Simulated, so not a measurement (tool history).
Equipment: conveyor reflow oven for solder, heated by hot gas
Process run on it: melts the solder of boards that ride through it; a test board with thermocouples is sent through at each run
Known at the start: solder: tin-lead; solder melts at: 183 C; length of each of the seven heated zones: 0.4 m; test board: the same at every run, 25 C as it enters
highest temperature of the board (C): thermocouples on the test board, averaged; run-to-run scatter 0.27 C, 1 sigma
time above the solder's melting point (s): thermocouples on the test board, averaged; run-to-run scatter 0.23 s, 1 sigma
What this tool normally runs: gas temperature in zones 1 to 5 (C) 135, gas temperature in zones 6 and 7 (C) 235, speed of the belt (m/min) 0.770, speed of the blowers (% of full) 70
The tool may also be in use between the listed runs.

| run | hour | gas temperature in zones 1 to 5 (C) | gas temperature in zones 6 and 7 (C) | speed of the belt (m/min) | speed of the blowers (% of full) | highest temperature of the board (C) | time above the solder's melting point (s) |
|---|---|---|---|---|---|---|---|
| 1 | 0.0 | 135 | 235 | 0.770 | 70 | 213.2 | 42.9 |
| 2 | 5.1 | 135 | 235 | 0.770 | 70 | 213.2 | 43.2 |
| 3 | 12.2 | 135 | 235 | 0.776 | 70 | 212.4 | 42.1 |
| 4 | 21.3 | 135 | 235 | 0.776 | 70 | 213.2 | 41.8 |
| 5 | 28.4 | 135 | 235 | 0.776 | 70 | 213.2 | 41.9 |
| 6 | 33.5 | 135 | 235 | 0.776 | 70 | 213.1 | 41.8 |
| 7 | 38.6 | 135 | 235 | 0.776 | 70 | 213.0 | 41.9 |
| 8 | 46.3 | 135 | 235 | 0.714 | 70 | 216.1 | 48.7 |
| 9 | 50.5 | 135 | 235 | 0.714 | 70 | 215.7 | 48.4 |
| 10 | 54.3 | 135 | 235 | 0.714 | 70 | 215.6 | 49.2 |
| 11 | 61.0 | 135 | 235 | 0.714 | 70 | 215.8 | 48.6 |
| 12 | 67.9 | 135 | 235 | 0.770 | 70 | 212.7 | 42.5 |
| 13 | 73.6 | 135 | 235 | 0.770 | 70 | 212.7 | 42.1 |
| 14 | 82.0 | 135 | 235 | 0.770 | 70 | 212.9 | 42.0 |
| 15 | 90.9 | 135 | 235 | 0.770 | 70 | 212.4 | 42.6 |
| 16 | 98.4 | 123 | 241 | 0.759 | 79 | 218.8 | 44.4 |
| 17 | 106.7 | 139 | 228 | 0.770 | 77 | 210.0 | 41.2 |
| 18 | 111.0 | 139 | 228 | 0.770 | 77 | 209.8 | 42.0 |
| 19 | 116.3 | 135 | 235 | 0.854 | 70 | 208.5 | 34.4 |
| 20 | 123.9 | 125 | 235 | 0.770 | 70 | 210.6 | 37.5 |
| 21 | 129.4 | 125 | 235 | 0.770 | 70 | 210.6 | 38.1 |
| 22 | 138.5 | 125 | 235 | 0.770 | 72 | 210.7 | 38.4 |
| 23 | 142.9 | 135 | 229 | 0.878 | 69 | 202.6 | 28.1 |
| 24 | 148.5 | 136 | 238 | 0.889 | 69 | 209.2 | 33.8 |
| 25 | 153.6 | 133 | 239 | 0.730 | 70 | 217.4 | 48.0 |
| 26 | 161.2 | 133 | 239 | 0.730 | 70 | 217.4 | 47.6 |
| 27 | 165.7 | 122 | 223 | 0.730 | 64 | 200.3 | 28.6 |
| 28 | 171.1 | 127 | 240 | 0.826 | 52 | 203.8 | 29.2 |
| 29 | 177.0 | 127 | 240 | 0.826 | 52 | 203.8 | 28.6 |
| 30 | 181.3 | 127 | 239 | 0.856 | 52 | 201.8 | 25.3 |

Some steps in highest temperature of the board (C) between neighbouring runs. How much of each would the tool show without its hidden state too (settings, what came in, random variation), and how much is left for the hidden state, with any gauge scatter that isn't in both results?
Unlogged tool condition in this case: heat that the gas passes to the board, % of a clean oven's; belt's true speed, % of the reading; true gas temperature in zones 6 and 7 over the reading, C; drift of the gauge itself on peak_c, C; drift of the gauge itself on liquid_s, %.
Run 11 -> 12: speed of the belt (m/min) 0.714 -> 0.770. highest temperature of the board (C) -3.1: hidden state -0.2, all else -2.9.
Run 15 -> 16: gas temperature in zones 1 to 5 (C) 135 -> 123, gas temperature in zones 6 and 7 (C) 235 -> 241, speed of the belt (m/min) 0.770 -> 0.759, speed of the blowers (% of full) 70 -> 79. highest temperature of the board (C) +6.4: hidden state -0.4, all else +6.8.
Run 16 -> 17: gas temperature in zones 1 to 5 (C) 123 -> 139, gas temperature in zones 6 and 7 (C) 241 -> 228, speed of the belt (m/min) 0.759 -> 0.770, speed of the blowers (% of full) 79 -> 77. highest temperature of the board (C) -8.8: hidden state +0.4, all else -9.2.
Run 24 -> 25: gas temperature in zones 1 to 5 (C) 136 -> 133, gas temperature in zones 6 and 7 (C) 238 -> 239, speed of the belt (m/min) 0.889 -> 0.730, speed of the blowers (% of full) 69 -> 70. highest temperature of the board (C) +8.2: hidden state +0.2, all else +8.0.
Run 26 -> 27: gas temperature in zones 1 to 5 (C) 133 -> 122, gas temperature in zones 6 and 7 (C) 239 -> 223, speed of the blowers (% of full) 70 -> 64. highest temperature of the board (C) -17.1: hidden state +0.1, all else -17.2.

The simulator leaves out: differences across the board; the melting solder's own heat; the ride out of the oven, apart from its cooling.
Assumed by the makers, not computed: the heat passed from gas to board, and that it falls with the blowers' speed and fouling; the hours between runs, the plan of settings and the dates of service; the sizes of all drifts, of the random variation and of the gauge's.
